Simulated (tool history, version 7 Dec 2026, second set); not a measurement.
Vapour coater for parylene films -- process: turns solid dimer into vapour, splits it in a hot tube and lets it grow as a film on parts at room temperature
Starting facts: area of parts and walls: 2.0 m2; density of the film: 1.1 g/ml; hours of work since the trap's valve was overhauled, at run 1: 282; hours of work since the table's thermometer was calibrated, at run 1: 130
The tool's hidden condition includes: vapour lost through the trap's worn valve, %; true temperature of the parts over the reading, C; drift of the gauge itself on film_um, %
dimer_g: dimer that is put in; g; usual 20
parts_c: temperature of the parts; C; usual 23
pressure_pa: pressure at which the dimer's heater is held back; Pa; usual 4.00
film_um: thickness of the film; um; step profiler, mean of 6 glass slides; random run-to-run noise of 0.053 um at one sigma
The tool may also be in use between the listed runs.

run,hour,dimer_g,parts_c,pressure_pa,hours of work since the trap's valve was overhauled,hours of work since the table's thermometer was calibrated,film_um
1,0.0,20,23,4.00,282,130,5.69
2,38.5,20,23,4.00,300,147,5.64
3,71.7,20,23,3.94,315,162,5.63
4,99.1,35,23,4.00,327,175,9.81
5,137.2,35,23,4.00,345,192,9.67
6,158.6,35,23,4.00,354,202,9.66
7,176.3,35,23,4.00,362,210,9.58
8,209.2,35,23,9.49,377,225,7.72
9,227.7,35,23,9.49,386,233,7.73
10,251.4,35,23,9.49,396,244,7.64
11,268.0,29,23,4.00,404,251,7.87
12,285.4,29,23,4.00,412,259,7.77
13,323.6,29,23,4.00,429,276,7.79
14,356.9,20,28,4.00,444,292,4.44
15,390.4,21,23,4.00,459,307,5.63
16,425.3,21,23,4.00,475,323,5.49
17,459.3,21,23,6.03,491,338,5.04
# hour 480.8: trap's valve overhauled
18,498.8,21,23,6.03,8,354,5.73
19,536.5,24,23,4.00,25,371,7.35
20,564.3,20,23,4.00,38,384,6.01
21,593.3,20,23,4.00,51,397,6.07
22,631.0,20,23,4.00,68,414,5.89
23,670.4,20,17,4.00,86,432,7.58
24,702.0,20,23,5.26,100,446,5.57
25,733.7,20,23,5.26,115,461,5.57
26,772.9,20,27,2.69,133,479,5.50
27,805.6,20,27,2.69,147,493,5.59
28,836.1,9,19,4.32,161,507,2.99
29,862.5,9,19,4.32,173,519,3.05
30,882.9,20,35,3.48,182,528,3.73
31,914.0,20,35,3.48,197,543,3.74
32,933.5,20,35,3.48,205,551,3.68
33,971.2,10,23,2.41,223,569,3.29
34,1007.5,20,16,4.00,239,585,7.67
35,1029.1,20,16,4.00,249,595,7.51
36,1066.9,20,15,2.13,266,612,8.27
37,1093.0,20,15,2.13,278,624,8.20
38,1117.7,20,15,2.13,289,635,8.17
39,1152.5,20,25,7.17,305,651,4.40
40,1191.9,9,25,2.62,323,669,2.60
41,1209.6,9,25,2.62,331,677,2.58
42,1236.4,9,25,2.62,343,689,2.53
43,1255.9,20,26,8.08,352,698,4.18
44,1283.2,20,26,8.08,364,710,4.16

A few steps of film_um between consecutive runs. Split each: what settings, incoming material and random variation would produce without the hidden state, and what is left over for the hidden state, along with gauge scatter present in only one of the two compared results (measured, and without hidden state):
Run 3 -> 4: dimer_g 20 -> 35, pressure_pa 3.94 -> 4.00. film_um +4.18 um: hidden state -0.47, all else +4.65.
Run 13 -> 14: dimer_g 29 -> 20, parts_c 23 -> 28. film_um -3.35 um: hidden state +0.45, all else -3.80.
Run 17 -> 18: trap's valve overhauled. film_um +0.69 um: hidden state +0.76, all else -0.07.
Run 33 -> 34: dimer_g 10 -> 20, parts_c 23 -> 16, pressure_pa 2.41 -> 4.00. film_um +4.38 um: hidden state -0.34, all else +4.72.
Run 38 -> 39: parts_c 15 -> 25, pressure_pa 2.13 -> 7.17. film_um -3.77 um: hidden state +0.32, all else -4.09.

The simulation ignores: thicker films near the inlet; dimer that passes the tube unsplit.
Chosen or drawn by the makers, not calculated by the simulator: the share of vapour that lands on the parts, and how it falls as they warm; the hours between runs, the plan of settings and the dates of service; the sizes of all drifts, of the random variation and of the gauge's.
